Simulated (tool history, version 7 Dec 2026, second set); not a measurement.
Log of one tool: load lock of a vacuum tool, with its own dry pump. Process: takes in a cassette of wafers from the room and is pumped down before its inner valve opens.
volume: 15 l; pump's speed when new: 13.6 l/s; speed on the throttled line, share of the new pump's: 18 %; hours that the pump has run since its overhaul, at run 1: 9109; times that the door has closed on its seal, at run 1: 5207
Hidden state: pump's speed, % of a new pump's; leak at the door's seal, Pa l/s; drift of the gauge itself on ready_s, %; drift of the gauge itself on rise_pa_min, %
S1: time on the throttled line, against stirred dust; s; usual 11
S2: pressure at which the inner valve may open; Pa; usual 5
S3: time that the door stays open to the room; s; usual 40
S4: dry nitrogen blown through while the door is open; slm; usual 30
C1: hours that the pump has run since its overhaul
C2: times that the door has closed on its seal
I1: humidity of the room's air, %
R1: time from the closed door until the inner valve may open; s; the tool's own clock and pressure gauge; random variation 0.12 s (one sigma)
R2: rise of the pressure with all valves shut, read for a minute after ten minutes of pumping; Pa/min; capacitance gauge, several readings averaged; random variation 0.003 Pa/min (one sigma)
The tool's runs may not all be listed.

{"run": 1, "hour": 0.0, "S1": 11, "S2": 5, "S3": 40, "S4": 30, "C1": 9109, "C2": 5207, "I1": 46.2, "R1": 21.1, "R2": 0.061}
{"run": 2, "hour": 85.0, "S1": 11, "S2": 5, "S3": 40, "S4": 37, "C1": 9194, "C2": 5471, "I1": 47.1, "R1": 21.1, "R2": 0.058}
{"run": 3, "hour": 190.7, "S1": 11, "S2": 5, "S3": 40, "S4": 30, "C1": 9300, "C2": 5798, "I1": 42.1, "R1": 21.2, "R2": 0.057}
{"run": 4, "hour": 257.4, "S1": 11, "S2": 7, "S3": 40, "S4": 30, "C1": 9366, "C2": 6005, "I1": 49.7, "R1": 20.8, "R2": 0.065}
{"run": 5, "hour": 351.9, "S1": 11, "S2": 7, "S3": 40, "S4": 30, "C1": 9461, "C2": 6298, "I1": 44.4, "R1": 20.8, "R2": 0.064}
{"run": 6, "hour": 417.6, "S1": 11, "S2": 5, "S3": 40, "S4": 30, "C1": 9527, "C2": 6502, "I1": 42.6, "R1": 21.2, "R2": 0.059}
{"run": 7, "hour": 514.1, "S1": 11, "S2": 5, "S3": 40, "S4": 30, "C1": 9623, "C2": 6801, "I1": 42.6, "R1": 21.4, "R2": 0.065}
{"run": 8, "hour": 583.9, "S1": 11, "S2": 5, "S3": 40, "S4": 30, "C1": 9693, "C2": 7018, "I1": 46.1, "R1": 21.4, "R2": 0.067}
{"run": 9, "hour": 672.8, "S1": 11, "S2": 5, "S3": 40, "S4": 30, "C1": 9782, "C2": 7294, "I1": 41.9, "R1": 21.2, "R2": 0.061}
{"run": 10, "hour": 734.7, "S1": 11, "S2": 5, "S3": 40, "S4": 30, "C1": 9844, "C2": 7485, "I1": 48.0, "R1": 21.1, "R2": 0.069}
{"run": 11, "hour": 855.6, "S1": 11, "S2": 5, "S3": 40, "S4": 30, "C1": 9965, "C2": 7860, "I1": 44.9, "R1": 21.4, "R2": 0.065}
{"run": 12, "hour": 956.4, "S1": 11, "S2": 5, "S3": 40, "S4": 30, "C1": 10065, "C2": 8173, "I1": 45.3, "R1": 21.2, "R2": 0.074}
{"run": 13, "hour": 1010.1, "S1": 11, "S2": 5, "S3": 40, "S4": 30, "C1": 10119, "C2": 8340, "I1": 44.7, "R1": 21.1, "R2": 0.073}
{"run": 14, "hour": 1088.5, "S1": 11, "S2": 5, "S3": 40, "S4": 30, "C1": 10198, "C2": 8583, "I1": 43.5, "R1": 21.1, "R2": 0.068}
{"run": 15, "hour": 1166.4, "S1": 11, "S2": 5, "S3": 40, "S4": 30, "C1": 10276, "C2": 8825, "I1": 42.5, "R1": 21.3, "R2": 0.075}
{"run": 16, "hour": 1225.1, "S1": 11, "S2": 5, "S3": 40, "S4": 30, "C1": 10334, "C2": 9007, "I1": 39.2, "R1": 21.7, "R2": 0.073}
{"run": 17, "hour": 1305.9, "S1": 11, "S2": 5, "S3": 119, "S4": 30, "C1": 10415, "C2": 9257, "I1": 43.0, "R1": 21.3, "R2": 0.094}
{"run": 18, "hour": 1408.2, "S1": 11, "S2": 5, "S3": 40, "S4": 30, "C1": 10517, "C2": 9575, "I1": 49.0, "R1": 21.3, "R2": 0.083}
{"run": 19, "hour": 1496.7, "S1": 11, "S2": 5, "S3": 40, "S4": 30, "C1": 10606, "C2": 9849, "I1": 46.0, "R1": 21.4, "R2": 0.08}
{"run": 20, "hour": 1555.8, "S1": 11, "S2": 5, "S3": 40, "S4": 30, "C1": 10665, "C2": 10032, "I1": 47.8, "R1": 21.5, "R2": 0.084}
{"run": 21, "hour": 1659.4, "S1": 7, "S2": 5, "S3": 189, "S4": 30, "C1": 10768, "C2": 10353, "I1": 44.5, "R1": 17.9, "R2": 0.104}
{"run": 22, "hour": 1757.4, "S1": 7, "S2": 5, "S3": 94, "S4": 14, "C1": 10866, "C2": 10658, "I1": 46.5, "R1": 18.1, "R2": 0.11}
{"run": 23, "hour": 1831.1, "S1": 7, "S2": 5, "S3": 94, "S4": 14, "C1": 10940, "C2": 10886, "I1": 46.0, "R1": 18.4, "R2": 0.111}
{"run": 24, "hour": 1909.9, "S1": 7, "S2": 5, "S3": 94, "S4": 14, "C1": 11019, "C2": 11131, "I1": 44.1, "R1": 18.3, "R2": 0.112}
{"run": 25, "hour": 1977.8, "S1": 11, "S2": 7, "S3": 40, "S4": 30, "C1": 11087, "C2": 11341, "I1": 41.8, "R1": 20.6, "R2": 0.087}
{"run": 26, "hour": 2059.3, "S1": 10, "S2": 5, "S3": 40, "S4": 15, "C1": 11168, "C2": 11594, "I1": 48.9, "R1": 20.8, "R2": 0.101}
{"run": 27, "hour": 2122.6, "S1": 10, "S2": 5, "S3": 40, "S4": 15, "C1": 11232, "C2": 11790, "I1": 42.7, "R1": 20.6, "R2": 0.096}
{"run": 28, "hour": 2238.6, "S1": 14, "S2": 5, "S3": 50, "S4": 30, "C1": 11348, "C2": 12150, "I1": 45.5, "R1": 23.6, "R2": 0.092}
{"run": 29, "hour": 2330.8, "S1": 14, "S2": 5, "S3": 71, "S4": 30, "C1": 11440, "C2": 12436, "I1": 42.5, "R1": 23.8, "R2": 0.099}
{"run": 30, "hour": 2418.7, "S1": 11, "S2": 8, "S3": 40, "S4": 5, "C1": 11528, "C2": 12708, "I1": 43.1, "R1": 20.9, "R2": 0.108}
{"run": 31, "hour": 2504.3, "S1": 11, "S2": 8, "S3": 40, "S4": 5, "C1": 11613, "C2": 12974, "I1": 45.4, "R1": 20.7, "R2": 0.11}
{"run": 32, "hour": 2555.1, "S1": 12, "S2": 5, "S3": 88, "S4": 10, "C1": 11664, "C2": 13132, "I1": 43.7, "R1": 22.1, "R2": 0.127}
{"run": 33, "hour": 2659.3, "S1": 9, "S2": 5, "S3": 40, "S4": 11, "C1": 11768, "C2": 13455, "I1": 45.6, "R1": 19.8, "R2": 0.108}
{"run": 34, "hour": 2713.8, "S1": 9, "S2": 5, "S3": 40, "S4": 11, "C1": 11823, "C2": 13624, "I1": 44.2, "R1": 19.9, "R2": 0.11}
{"run": 35, "hour": 2807.0, "S1": 6, "S2": 6, "S3": 29, "S4": 11, "C1": 11916, "C2": 13913, "I1": 43.8, "R1": 17.1, "R2": 0.105}
{"run": 36, "hour": 2879.7, "S1": 6, "S2": 6, "S3": 29, "S4": 11, "C1": 11989, "C2": 14138, "I1": 44.9, "R1": 17.5, "R2": 0.104}
{"run": 37, "hour": 3002.2, "S1": 10, "S2": 8, "S3": 216, "S4": 18, "C1": 12111, "C2": 14518, "I1": 46.5, "R1": 19.8, "R2": 0.15}
{"run": 38, "hour": 3112.6, "S1": 10, "S2": 10, "S3": 216, "S4": 6, "C1": 12222, "C2": 14861, "I1": 45.3, "R1": 19.8, "R2": 0.175}

Hidden state or all else? Some run-to-run changes of R1, split into what the settings, what came in and random variation would give without the hidden state, and what is left for the hidden state (with any gauge scatter that isn't in both results):
Run 20 -> 21: S1 11 -> 7, S3 40 -> 189. R1 -3.6 s: hidden state +0.0, all else -3.6.
Run 24 -> 25: S1 7 -> 11, S2 5 -> 7, S3 94 -> 40, S4 14 -> 30. R1 +2.3 s: hidden state -0.2, all else +2.5.
Run 27 -> 28: S1 10 -> 14, S3 40 -> 50, S4 15 -> 30. R1 +3.0 s: hidden state -0.2, all else +3.2.
Run 29 -> 30: S1 14 -> 11, S2 5 -> 8, S3 71 -> 40, S4 30 -> 5. R1 -2.9 s: hidden state +0.1, all else -3.0.
Run 31 -> 32: S1 11 -> 12, S2 8 -> 5, S3 40 -> 88, S4 5 -> 10. R1 +1.4 s: hidden state +0.2, all else +1.2.

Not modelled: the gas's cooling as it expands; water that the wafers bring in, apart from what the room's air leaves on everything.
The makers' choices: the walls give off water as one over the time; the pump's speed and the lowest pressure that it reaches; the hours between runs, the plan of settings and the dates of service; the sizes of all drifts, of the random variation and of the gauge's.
